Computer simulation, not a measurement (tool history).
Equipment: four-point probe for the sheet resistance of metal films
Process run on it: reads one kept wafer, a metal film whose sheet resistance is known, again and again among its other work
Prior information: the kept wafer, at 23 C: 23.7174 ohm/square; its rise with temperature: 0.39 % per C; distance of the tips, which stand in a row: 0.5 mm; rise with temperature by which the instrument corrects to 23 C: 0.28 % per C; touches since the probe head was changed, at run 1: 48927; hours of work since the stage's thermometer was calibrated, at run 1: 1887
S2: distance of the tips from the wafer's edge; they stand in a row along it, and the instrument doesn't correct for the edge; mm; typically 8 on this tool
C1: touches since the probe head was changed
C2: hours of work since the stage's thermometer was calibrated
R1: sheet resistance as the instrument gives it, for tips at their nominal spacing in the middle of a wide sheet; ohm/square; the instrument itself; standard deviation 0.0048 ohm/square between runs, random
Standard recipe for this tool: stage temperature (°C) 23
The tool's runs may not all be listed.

Run 1, hour 0.0: usual settings; C1 48927; C2 1887. Result: R1 23.934679 ohm/square.
Run 2, hour 40.4: usual settings but stage temperature (°C) 20; C1 50089; C2 1913. Result: R1 23.856552 ohm/square.
Run 3, hour 100.4: usual settings but stage temperature (°C) 20; C1 51812; C2 1951. Result: R1 23.864239 ohm/square.
Run 4, hour 143.3: usual settings but S2 3 mm; C1 53046; C2 1978. Result: R1 24.241666 ohm/square.
Run 5, hour 222.0: usual settings but S2 3 mm; C1 55306; C2 2028. Result: R1 24.241821 ohm/square.
Run 6, hour 287.8: usual settings but S2 4 mm; C1 57196; C2 2070. Result: R1 24.096868 ohm/square.
Run 7, hour 341.1: usual settings but stage temperature (°C) 27; C1 58727; C2 2104. Result: R1 24.047870 ohm/square.
Run 8, hour 400.6: usual settings but stage temperature (°C) 27; C1 60436; C2 2142. Result: R1 24.053475 ohm/square.
Run 9, hour 455.2: usual settings but stage temperature (°C) 27; C1 62007; C2 2177. Result: R1 24.054197 ohm/square.
Run 10, hour 521.8: usual settings but stage temperature (°C) 27; C1 63921; C2 2219. Result: R1 24.057225 ohm/square.
Run 11, hour 605.4: usual settings but stage temperature (°C) 27, S2 25 mm; C1 66322; C2 2272. Result: R1 24.021833 ohm/square.
Run 12, hour 676.7: usual settings but stage temperature (°C) 27, S2 25 mm; C1 68370; C2 2318. Result: R1 24.014655 ohm/square.
Run 13, hour 728.8: usual settings but S2 7 mm; C1 69867; C2 2351. Result: R1 23.975234 ohm/square.
Run 14, hour 774.4: usual settings but stage temperature (°C) 29, S2 21 mm; C1 71176; C2 2380. Result: R1 24.068750 ohm/square.
At hour 788.3: stage's thermometer calibrated.
Run 15, hour 852.8: usual settings but stage temperature (°C) 27, S2 10 mm; C1 73414; C2 41. Result: R1 23.998370 ohm/square.
Run 16, hour 907.5: usual settings but stage temperature (°C) 27, S2 10 mm; C1 74985; C2 76. Result: R1 23.999559 ohm/square.
Run 17, hour 955.1: usual settings but stage temperature (°C) 20, S2 5 mm; C1 76353; C2 106. Result: R1 23.911829 ohm/square.
Run 18, hour 995.5: usual settings but stage temperature (°C) 20, S2 5 mm; C1 77515; C2 132. Result: R1 23.932209 ohm/square.
Run 19, hour 1031.0: usual settings but stage temperature (°C) 28; C1 78535; C2 155. Result: R1 24.049376 ohm/square.
Run 20, hour 1071.8: usual settings but stage temperature (°C) 26, S2 6 mm; C1 79706; C2 181. Result: R1 24.041043 ohm/square.
Run 21, hour 1122.9: usual settings but stage temperature (°C) 26, S2 6 mm; C1 81175; C2 213. Result: R1 24.039629 ohm/square.
Run 22, hour 1189.0: usual settings but stage temperature (°C) 35, S2 4 mm; C1 83076; C2 255. Result: R1 24.380180 ohm/square.
Run 23, hour 1251.3: usual settings but stage temperature (°C) 35, S2 4 mm; C1 84866; C2 295. Result: R1 24.377145 ohm/square.
Run 24, hour 1299.4: usual settings but stage temperature (°C) 22, S2 51 mm; C1 86245; C2 326. Result: R1 23.860397 ohm/square.
Run 25, hour 1356.3: usual settings but S2 33 mm; C1 87880; C2 362. Result: R1 23.903386 ohm/square.

Consider 5 possible next runs. They are alternatives, not a sequence: every one starts from the tool as it was left by run 25. What does each give?
Run A, hour 1400.4: usual settings but stage temperature (°C) 29, S2 11 mm; C1 89148; C2 390. Result: R1 ?.
Run B, hour 1400.4: usual settings but S2 34 mm; C1 89148; C2 390. Result: R1 ?.
Run C, hour 1400.4: usual settings but stage temperature (°C) 21, S2 5 mm; C1 89148; C2 390. Result: R1 ?.
Run D, hour 1400.4: usual settings but stage temperature (°C) 21, S2 57 mm; C1 89148; C2 390. Result: R1 ?.
Run E, hour 1400.4: usual settings; C1 89148; C2 390. Result: R1 ?.

run         R1
  A  24.057324
  B  23.892667
  C  23.963276
  D  23.838666
  E  23.936527
With the hidden condition removed and each run's random variation left untouched, the same runs would have given:
run         R1
  A  23.885060
  B  23.721262
  C  23.791322
  D  23.667542
  E  23.764831
